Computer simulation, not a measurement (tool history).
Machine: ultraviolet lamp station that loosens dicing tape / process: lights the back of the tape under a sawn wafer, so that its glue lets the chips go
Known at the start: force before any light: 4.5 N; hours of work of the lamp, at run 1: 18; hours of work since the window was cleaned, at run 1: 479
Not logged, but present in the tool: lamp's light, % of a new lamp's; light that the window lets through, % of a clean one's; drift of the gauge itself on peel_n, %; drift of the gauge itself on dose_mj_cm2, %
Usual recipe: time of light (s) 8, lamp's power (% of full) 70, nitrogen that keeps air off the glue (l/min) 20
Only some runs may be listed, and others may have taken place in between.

| run | hour | time of light (s) | lamp's power (% of full) | nitrogen that keeps air off the glue (l/min) | hours of work of the lamp | hours of work since the window was cleaned | force that peels the tape off (N) | light that reached the tape (mJ/cm2) |
|---|---|---|---|---|---|---|---|---|
| 1 | 0 | 8 | 70 | 20 | 18 | 479 | 0.602 | 272 |
| 2 | 12.6 | 8 | 70 | 20 | 25 | 487 | 0.631 | 270 |
| 3 | 39 | 8 | 70 | 20 | 42 | 503 | 0.641 | 271 |
| 4 | 60.4 | 8 | 70 | 20 | 55 | 517 | 0.642 | 269 |
| 5 | 83.2 | 8 | 70 | 20 | 69 | 531 | 0.658 | 265 |
| 6 | 111.5 | 8 | 70 | 20 | 87 | 549 | 0.635 | 264 |
| 7 | 139.8 | 8 | 70 | 20 | 105 | 566 | 0.678 | 262 |
| 8 | 170.2 | 10 | 70 | 20 | 124 | 585 | 0.422 | 326 |
| 9 | 198.3 | 8 | 70 | 20 | 141 | 603 | 0.679 | 265 |
| 10 | 224.3 | 8 | 70 | 20 | 157 | 619 | 0.681 | 257 |
| 11 | 251.3 | 8 | 70 | 20 | 174 | 636 | 0.676 | 261 |
| 12 | 267.8 | 14 | 70 | 20 | 185 | 646 | 0.205 | 450 |
|  | 282 | window cleaned of glue's vapour |
| 13 | 293 | 14 | 70 | 20 | 200 | 7 | 0.16 | 495 |
| 14 | 321.1 | 14 | 70 | 20 | 218 | 24 | 0.16 | 496 |
| 15 | 344.2 | 14 | 70 | 20 | 232 | 39 | 0.163 | 495 |
| 16 | 366.5 | 14 | 70 | 20 | 246 | 53 | 0.165 | 498 |
| 17 | 382.4 | 14 | 70 | 20 | 256 | 63 | 0.167 | 495 |
| 18 | 400 | 9 | 70 | 20 | 267 | 74 | 0.476 | 314 |
| 19 | 426 | 9 | 73 | 20 | 283 | 90 | 0.425 | 330 |
| 20 | 455.8 | 9 | 73 | 20 | 302 | 108 | 0.426 | 325 |
| 21 | 471.4 | 8 | 70 | 20 | 311 | 118 | 0.614 | 279 |
| 22 | 490.3 | 8 | 70 | 20 | 323 | 130 | 0.613 | 275 |
| 23 | 511.8 | 8 | 70 | 20 | 337 | 143 | 0.604 | 274 |
| 24 | 530.7 | 12 | 65 | 22 | 348 | 155 | 0.289 | 380 |
| 25 | 554.3 | 13 | 99 | 22 | 363 | 170 | 0.096 | 624 |
| 26 | 585.2 | 11 | 88 | 21 | 382 | 189 | 0.18 | 468 |
| 27 | 606.2 | 11 | 88 | 21 | 395 | 202 | 0.188 | 464 |
| 28 | 628.7 | 8 | 70 | 8 | 410 | 216 | 0.918 | 269 |
| 29 | 649.3 | 7 | 71 | 18 | 422 | 229 | 0.813 | 233 |
| 30 | 666.1 | 8 | 66 | 20 | 433 | 240 | 0.73 | 246 |
| 31 | 695.5 | 8 | 66 | 20 | 451 | 258 | 0.744 | 247 |
| 32 | 715.3 | 8 | 62 | 16 | 464 | 270 | 0.846 | 230 |
| 33 | 731 | 7 | 85 | 20 | 473 | 280 | 0.586 | 281 |
| 34 | 757.9 | 6 | 66 | 20 | 490 | 297 | 1.114 | 184 |
| 35 | 774 | 6 | 66 | 20 | 500 | 307 | 1.17 | 186 |
| 36 | 803.2 | 8 | 93 | 10 | 518 | 325 | 0.533 | 346 |
| 37 | 833.5 | 8 | 93 | 10 | 537 | 344 | 0.532 | 344 |
| 38 | 862.5 | 16 | 69 | 10 | 555 | 362 | 0.226 | 507 |
| 39 | 886.6 | 10 | 70 | 20 | 570 | 377 | 0.448 | 325 |
| 40 | 906.9 | 8 | 93 | 20 | 583 | 390 | 0.395 | 342 |
| 41 | 925.1 | 8 | 93 | 20 | 594 | 401 | 0.404 | 337 |
| 42 | 945.2 | 8 | 98 | 11 | 607 | 414 | 0.465 | 352 |
| 43 | 964.3 | 5 | 70 | 15 | 619 | 426 | 1.496 | 155 |
| 44 | 981 | 10 | 70 | 32 | 629 | 436 | 0.405 | 311 |

How would selected steps in force that peels the tape off (N) from run to run divide? Give the signed amount a tool lacking its hidden state would still show from settings, what came in and random variation, and the signed amount left for the hidden state, including any gauge scatter that is not in both of the compared results.
Run 27 -> 28: time of light (s) 11 -> 8, lamp's power (% of full) 88 -> 70, nitrogen that keeps air off the glue (l/min) 21 -> 8. force that peels the tape off (N) +0.73: hidden state +0.1, all else +0.63.
Run 42 -> 43: time of light (s) 8 -> 5, lamp's power (% of full) 98 -> 70, nitrogen that keeps air off the glue (l/min) 11 -> 15. force that peels the tape off (N) +1.031: hidden state +0.125, all else +0.906.
Run 43 -> 44: time of light (s) 5 -> 10, nitrogen that keeps air off the glue (l/min) 15 -> 32. force that peels the tape off (N) -1.091: hidden state -0.136, all else -0.955.

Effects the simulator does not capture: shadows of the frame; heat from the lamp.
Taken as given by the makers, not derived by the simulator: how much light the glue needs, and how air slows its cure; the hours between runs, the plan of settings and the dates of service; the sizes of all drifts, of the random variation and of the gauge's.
